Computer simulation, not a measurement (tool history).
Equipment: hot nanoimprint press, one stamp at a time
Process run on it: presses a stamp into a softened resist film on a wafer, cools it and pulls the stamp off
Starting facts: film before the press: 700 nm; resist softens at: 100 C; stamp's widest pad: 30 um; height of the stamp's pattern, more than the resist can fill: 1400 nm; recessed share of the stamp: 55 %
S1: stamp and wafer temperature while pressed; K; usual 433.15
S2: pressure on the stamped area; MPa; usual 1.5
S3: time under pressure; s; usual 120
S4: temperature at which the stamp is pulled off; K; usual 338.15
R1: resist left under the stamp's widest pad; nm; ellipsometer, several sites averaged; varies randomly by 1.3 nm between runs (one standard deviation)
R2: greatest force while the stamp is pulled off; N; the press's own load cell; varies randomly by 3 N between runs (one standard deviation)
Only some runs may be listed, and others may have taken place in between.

Run 1, hour 0: usual settings. Result: R1 318.4 nm, R2 273 N.
At hour 74.7: press's hydraulic seals changed and the load cell set to zero.
Run 2, hour 85.7: usual settings. Result: R1 309.6 nm, R2 286 N.
At hour 97.6: stamp cleaned and given a new release coat.
Run 3, hour 152.8: usual settings. Result: R1 309.6 nm, R2 259 N.
Run 4, hour 206.3: usual settings but S2 1.76 MPa. Result: R1 285.1 nm, R2 267 N.
At hour 256.7: plate thermocouple calibrated.
At hour 291.7: stamp cleaned and given a new release coat.
Run 5, hour 308.7: usual settings but S1 434.15 K. Result: R1 309.5 nm, R2 254 N.
Run 6, hour 394.6: usual settings but S1 434.15 K. Result: R1 315.2 nm, R2 281 N.
Run 7, hour 452.1: usual settings but S2 1.39 MPa. Result: R1 340.7 nm, R2 296 N.
At hour 481.6: stamp cleaned and given a new release coat.
Run 8, hour 510.1: usual settings but S2 1.39 MPa, S4 324.15 K. Result: R1 343.9 nm, R2 367 N.
At hour 543.9: plate thermocouple calibrated, once more.
Run 9, hour 558.7: usual settings but S2 1.69 MPa. Result: R1 286.2 nm, R2 257 N.
Run 10, hour 620.4: usual settings but S2 1.69 MPa. Result: R1 283.4 nm, R2 269 N.
At hour 675.7: stamp cleaned and given a new release coat.
Run 11, hour 719.6: usual settings but S2 1.69 MPa. Result: R1 289 nm, R2 245 N.
Run 12, hour 785.9: usual settings but S2 1.69 MPa. Result: R1 292.3 nm, R2 265 N.
Run 13, hour 852: usual settings but S3 223 s. Result: R1 250.2 nm, R2 285 N.
At hour 866.5: stamp cleaned and given a new release coat.
Run 14, hour 899.1: usual settings. Result: R1 311.8 nm, R2 246 N.
Run 15, hour 991: usual settings. Result: R1 316.8 nm, R2 277 N.
At hour 1056.4: stamp cleaned and given a new release coat.
Run 16, hour 1063.8: usual settings. Result: R1 316.8 nm, R2 243 N.
Run 17, hour 1126.4: usual settings but S1 427.15 K, S2 1.99 MPa, S3 113 s. Result: R1 376 nm, R2 254 N.
Run 18, hour 1172.8: usual settings but S1 422.15 K, S2 1.17 MPa, S3 207 s, S4 323.15 K. Result: R1 487.4 nm, R2 390 N.
At hour 1225.8: plate thermocouple calibrated.
At hour 1252.3: stamp cleaned and given a new release coat.
Run 19, hour 1262.5: usual settings but S2 1.18 MPa, S3 206 s. Result: R1 290.5 nm, R2 238 N.
Run 20, hour 1314.5: usual settings but S1 425.15 K, S2 1.59 MPa, S3 115 s, S4 344.15 K. Result: R1 438.2 nm, R2 208 N.
Run 21, hour 1377.3: usual settings but S1 425.15 K, S2 1.59 MPa, S3 72 s. Result: R1 497.4 nm, R2 266 N.
At hour 1394: press's hydraulic seals changed and the load cell set to zero.
At hour 1449.6: stamp cleaned and given a new release coat.
Run 22, hour 1467.3: usual settings but S1 422.15 K, S4 333.15 K. Result: R1 485.4 nm, R2 279 N.
Run 23, hour 1527.2: usual settings but S2 1.64 MPa, S3 98 s. Result: R1 313 nm, R2 260 N.
Run 24, hour 1611.9: usual settings but S2 1.64 MPa, S3 98 s. Result: R1 317.8 nm, R2 279 N.
At hour 1640.2: stamp cleaned and given a new release coat.
Run 25, hour 1679.4: usual settings but S1 444.15 K, S2 1.39 MPa, S3 87 s, S4 330.15 K. Result: R1 222.9 nm, R2 311 N.
Run 26, hour 1723: usual settings but S1 424.15 K, S3 159 s, S4 333.15 K. Result: R1 427.3 nm, R2 302 N.
Run 27, hour 1795.7: usual settings but S1 438.15 K, S3 159 s, S4 333.15 K. Result: R1 226.5 nm, R2 324 N.

3 options for the next run, each taken on its own from the tool as it stands now. Forecast them:
At hour 1828.9: stamp cleaned and given a new release coat.
Run A, hour 1897.3: usual settings but S3 210 s, S4 336.15 K. Result: R1 ?, R2 ?.
At hour 1828.9: stamp cleaned and given a new release coat.
Run B, hour 1897.3: usual settings but S1 428.15 K, S4 323.15 K. Result: R1 ?, R2 ?.
At hour 1828.9: stamp cleaned and given a new release coat.
Run C, hour 1897.3: usual settings but S3 62 s. Result: R1 ?, R2 ?.

run     R1   R2
  A    261  272
  B  394.2  369
  C  392.1  260
With no hidden state in the tool, these same runs would have given:
run     R1   R2
  A  243.6  246
  B  370.8  337
  C    370  235
